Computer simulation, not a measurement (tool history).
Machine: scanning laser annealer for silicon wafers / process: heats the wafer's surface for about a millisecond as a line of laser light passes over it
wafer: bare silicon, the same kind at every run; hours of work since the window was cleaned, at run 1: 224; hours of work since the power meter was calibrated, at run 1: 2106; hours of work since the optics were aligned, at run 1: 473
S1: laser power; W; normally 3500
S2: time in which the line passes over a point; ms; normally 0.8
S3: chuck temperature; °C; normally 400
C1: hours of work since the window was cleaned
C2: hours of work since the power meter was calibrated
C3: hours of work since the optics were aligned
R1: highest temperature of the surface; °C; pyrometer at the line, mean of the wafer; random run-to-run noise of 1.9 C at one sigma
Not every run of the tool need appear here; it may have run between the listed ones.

run    hour    S1     S2   S3   C1    C2   C3    R1
  1       0  3500    0.8  400  224  2106  473  1156
  2    62.2  3500    0.8  400  262  2144  511  1150
  3     114  3500    0.8  400  294  2176  543  1150
  4   186.6  3500    0.8  400  339  2221  587  1148
  5   261.3  3500    0.8  400  385  2267  633  1146
  6   334.7  3500    0.8  400  430  2312  678  1140
  7   428.2  3474    0.8  400  488  2369  736  1128
  8   524.7  3474    0.8  400  547  2429  795  1123
  9   605.7  3500  0.732  400  597  2478  845  1100
 10   674.1  3500    0.8  398  639  2521  887  1124
      688.1  -- optics aligned, line set to its width
 11     721  3500    0.8  398  665  2546   20  1139
 12   794.7  3500    0.8  399  710  2592   66  1131
 13   896.2  3376    0.8  400  772  2654  128  1095
        941  -- window over the wafer cleaned
 14   986.3  3303  0.974  431   28  2708  182  1215
 15  1084.3  3303  0.974  431   88  2769  243  1209
 16  1143.8  3303  0.974  431  125  2805  279  1202
 17  1219.4  3303  0.974  431  171  2852  326  1205
 18  1280.8  3303  0.974  431  209  2889  363  1198
 19  1323.8  3126  0.776  427  235  2916  390  1072
 20  1386.7  3126  0.776  427  274  2955  428  1072
 21  1454.9  3607  0.698  438  316  2997  470  1180
 22  1529.3  3229  0.713  425  362  3042  516  1064
 23  1584.1  3622    0.8  400  396  3076  550  1181
 24  1671.1  3100  0.733  373  449  3130  603   982
 25  1717.4  3100  0.733  373  478  3158  632   984

3 options for the next run, each taken on its own from the tool as it stands now. Forecast them:
  A  1819.8  3771  0.923  387  541  3221  695   ?
  B  1819.8  3322  0.596  435  541  3221  695   ?
  C  1819.8  3100  0.733  376  541  3221  695   ?

run    R1
  A  1248
  B  1043
  C   978
What these runs would have given with no unlogged condition in the tool:
run    R1
  A  1313
  B  1088
  C  1024
